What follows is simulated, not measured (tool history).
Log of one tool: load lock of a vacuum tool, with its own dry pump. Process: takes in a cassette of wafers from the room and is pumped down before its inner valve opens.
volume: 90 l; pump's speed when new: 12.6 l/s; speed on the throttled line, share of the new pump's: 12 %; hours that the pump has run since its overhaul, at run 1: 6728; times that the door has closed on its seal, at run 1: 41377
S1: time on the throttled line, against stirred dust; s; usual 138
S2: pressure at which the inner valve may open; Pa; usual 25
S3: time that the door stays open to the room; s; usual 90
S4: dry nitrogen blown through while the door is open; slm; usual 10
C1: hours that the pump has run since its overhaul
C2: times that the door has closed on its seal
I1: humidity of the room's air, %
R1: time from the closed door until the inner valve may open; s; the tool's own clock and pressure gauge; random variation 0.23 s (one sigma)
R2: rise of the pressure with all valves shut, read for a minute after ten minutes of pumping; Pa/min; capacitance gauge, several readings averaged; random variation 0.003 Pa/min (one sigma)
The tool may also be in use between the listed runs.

| run | hour | S1 | S2 | S3 | S4 | C1 | C2 | I1 | R1 | R2 |
|---|---|---|---|---|---|---|---|---|---|---|
| 1 | 0.0 | 138 | 25 | 90 | 10 | 6728 | 41377 | 48.0 | 180.9 | 0.054 |
| 2 | 494.8 | 138 | 25 | 73 | 10 | 7223 | 43142 | 45.2 | 181.1 | 0.045 |
| 3 | 1034.2 | 138 | 25 | 90 | 10 | 7762 | 45066 | 42.6 | 181.3 | 0.047 |
| 4 | 1624.3 | 138 | 25 | 90 | 10 | 8352 | 47170 | 44.2 | 180.5 | 0.047 |
| 5 | 1978.8 | 138 | 25 | 90 | 4 | 8707 | 48435 | 46.6 | 181.3 | 0.067 |
| 6 | 2476.9 | 138 | 25 | 90 | 4 | 9205 | 50211 | 47.4 | 180.8 | 0.063 |
| 7 | 3170.9 | 138 | 25 | 90 | 4 | 9899 | 52686 | 47.2 | 181.1 | 0.056 |
| 8 | 3466.4 | 138 | 25 | 90 | 4 | 10194 | 53740 | 45.3 | 180.9 | 0.060 |
| 9 | 3857.6 | 138 | 25 | 90 | 10 | 10585 | 55135 | 43.2 | 181.1 | 0.051 |
|  | 4056.9 | door's seal changed, seat wiped |
|  | 4207.4 | dry pump taken out, an overhauled one fitted |
| 10 | 4565.4 | 138 | 25 | 90 | 10 | 358 | 1792 | 45.1 | 180.7 | 0.048 |
| 11 | 5192.0 | 138 | 25 | 90 | 10 | 985 | 4027 | 42.0 | 181.3 | 0.046 |
| 12 | 5563.8 | 138 | 25 | 90 | 10 | 1356 | 5353 | 42.3 | 180.8 | 0.044 |
| 13 | 6089.1 | 138 | 25 | 90 | 10 | 1882 | 7226 | 43.9 | 181.4 | 0.049 |
| 14 | 6448.9 | 138 | 25 | 90 | 10 | 2241 | 8509 | 45.5 | 181.4 | 0.047 |
| 15 | 6850.5 | 138 | 32 | 90 | 30 | 2643 | 9942 | 45.4 | 179.0 | 0.036 |
| 16 | 7222.4 | 229 | 33 | 47 | 13 | 3015 | 11268 | 46.1 | 258.1 | 0.031 |
| 17 | 7918.9 | 124 | 39 | 65 | 4 | 3712 | 13752 | 44.2 | 165.7 | 0.044 |
| 18 | 8537.5 | 124 | 39 | 71 | 4 | 4330 | 15958 | 44.9 | 165.3 | 0.049 |
| 19 | 8848.3 | 124 | 39 | 71 | 4 | 4641 | 17066 | 46.8 | 164.8 | 0.050 |
| 20 | 9174.7 | 124 | 39 | 28 | 5 | 4967 | 18230 | 44.9 | 165.2 | 0.028 |
| 21 | 9780.8 | 225 | 49 | 49 | 7 | 5573 | 20392 | 46.9 | 252.0 | 0.034 |
| 22 | 10312.4 | 138 | 25 | 44 | 14 | 6105 | 22288 | 46.0 | 181.3 | 0.033 |
| 23 | 10989.2 | 138 | 46 | 90 | 6 | 6782 | 24702 | 42.9 | 176.7 | 0.047 |
| 24 | 11463.6 | 222 | 38 | 144 | 14 | 7256 | 26394 | 43.3 | 250.7 | 0.059 |
| 25 | 11780.1 | 222 | 38 | 144 | 14 | 7573 | 27522 | 45.6 | 252.0 | 0.063 |
| 26 | 12138.1 | 138 | 25 | 93 | 10 | 7931 | 28799 | 45.2 | 181.0 | 0.051 |
| 27 | 12508.5 | 138 | 25 | 90 | 7 | 8301 | 30120 | 45.1 | 180.8 | 0.052 |
| 28 | 13017.7 | 138 | 20 | 90 | 7 | 8810 | 31936 | 45.2 | 182.3 | 0.054 |

Forecast each of these 4 alternatives for the next run:
| A | 13352.0 | 138 | 25 | 90 | 4 | 9145 | 33129 | 45.9 | ? | ? |
| B | 13352.0 | 138 | 20 | 90 | 6 | 9145 | 33129 | 42.2 | ? | ? |
| C | 13352.0 | 81 | 26 | 90 | 5 | 9145 | 33129 | 46.1 | ? | ? |
| D | 13352.0 | 77 | 25 | 231 | 7 | 9145 | 33129 | 44.3 | ? | ? |

| run | R1 | R2 |
|---|---|---|
| A | 180.8 | 0.061 |
| B | 182.5 | 0.054 |
| C | 130.6 | 0.056 |
| D | 127.1 | 0.096 |
Without the tool's hidden state the same runs would have given:
| run | R1 | R2 |
|---|---|---|
| A | 180.8 | 0.061 |
| B | 182.4 | 0.053 |
| C | 130.6 | 0.055 |
| D | 127.1 | 0.095 |
